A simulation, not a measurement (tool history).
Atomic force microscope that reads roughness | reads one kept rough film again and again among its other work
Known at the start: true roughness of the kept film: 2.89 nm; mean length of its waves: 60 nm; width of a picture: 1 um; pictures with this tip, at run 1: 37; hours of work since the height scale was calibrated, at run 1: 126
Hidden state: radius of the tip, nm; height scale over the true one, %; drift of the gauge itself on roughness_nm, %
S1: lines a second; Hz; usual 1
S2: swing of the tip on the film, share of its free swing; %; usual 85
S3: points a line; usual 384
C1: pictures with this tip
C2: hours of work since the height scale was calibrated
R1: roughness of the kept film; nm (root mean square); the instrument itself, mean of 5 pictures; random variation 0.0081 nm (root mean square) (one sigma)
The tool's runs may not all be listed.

run,day,S1,S2,S3,C1,C2,R1
1,0,1,85,384,37,126,2.675
2,1.229,1,85,384,82,140,2.64
# day 1.833: new tip fitted
3,3.329,1,85,384,53,163,2.663
# day 4.654: new tip fitted
4,4.908,3.83,85,384,9,180,2.397
5,6.696,1,85,384,74,200,2.647
# day 7.508: new tip fitted
6,7.858,1,85,384,13,213,2.685
7,9.396,1,85,384,68,230,2.656
# day 10.383: new tip fitted
8,10.929,1,85,384,19,247,2.687
9,12.708,1,85,384,83,267,2.621
# day 13.283: new tip fitted
10,14.229,1.18,85,384,34,283,2.64
11,15.271,1.86,75,733,72,295,2.634
# day 16.058: new tip fitted
12,16.504,1.94,68,539,16,308,2.716
13,17.862,3.84,79,557,65,323,2.459
# day 18.929: new tip fitted
14,18.929,3.84,79,557,0,335,2.505
15,20.488,1.19,65,392,56,352,2.719
16,21.425,1,85,672,89,363,2.639
# day 21.754: new tip fitted
17,22.808,1,85,672,38,378,2.675
18,24.425,2.67,61,414,96,396,2.648

Hidden state at the last listed run before each entry between runs and at the first one after, where it differs:
Between runs 2 and 3: new tip fitted (day 1.833)
  radius of the tip, nm: 14.6 -> 12.8; height scale over the true one, %: -0.02 -> -0.05
  measured less the result without the state, R1: -0.062 -> -0.049 nm (root mean square)
Between runs 3 and 4: new tip fitted (day 4.654)
  radius of the tip, nm: 12.8 -> 8.5; height scale over the true one, %: -0.05 -> -0.07
  measured less the result without the state, R1: -0.049 -> -0.013 nm (root mean square)
Between runs 5 and 6: new tip fitted (day 7.508)
  radius of the tip, nm: 14.9 -> 9; height scale over the true one, %: -0.1 -> -0.12
  measured less the result without the state, R1: -0.068 -> -0.02 nm (root mean square)
Between runs 7 and 8: new tip fitted (day 10.383)
  radius of the tip, nm: 14.3 -> 9; height scale over the true one, %: -0.15 -> -0.18
  measured less the result without the state, R1: -0.064 -> -0.021 nm (root mean square)
Between runs 9 and 10: new tip fitted (day 13.283)
  radius of the tip, nm: 15.4 -> 10.8; height scale over the true one, %: -0.2 -> -0.23
  measured less the result without the state, R1: -0.074 -> -0.037 nm (root mean square)
Between runs 11 and 12: new tip fitted (day 16.058)
  radius of the tip, nm: 14.7 -> 9.1; height scale over the true one, %: -0.25 -> -0.27
  measured less the result without the state, R1: -0.07 -> -0.026 nm (root mean square)
Between runs 13 and 14: new tip fitted (day 18.929)
  radius of the tip, nm: 14 -> 7.1; height scale over the true one, %: -0.29 -> -0.31
  measured less the result without the state, R1: -0.061 -> -0.008 nm (root mean square)
Between runs 16 and 17: new tip fitted (day 21.754)
  radius of the tip, nm: 15.4 -> 11; height scale over the true one, %: -0.35 -> -0.37
  measured less the result without the state, R1: -0.078 -> -0.044 nm (root mean square)
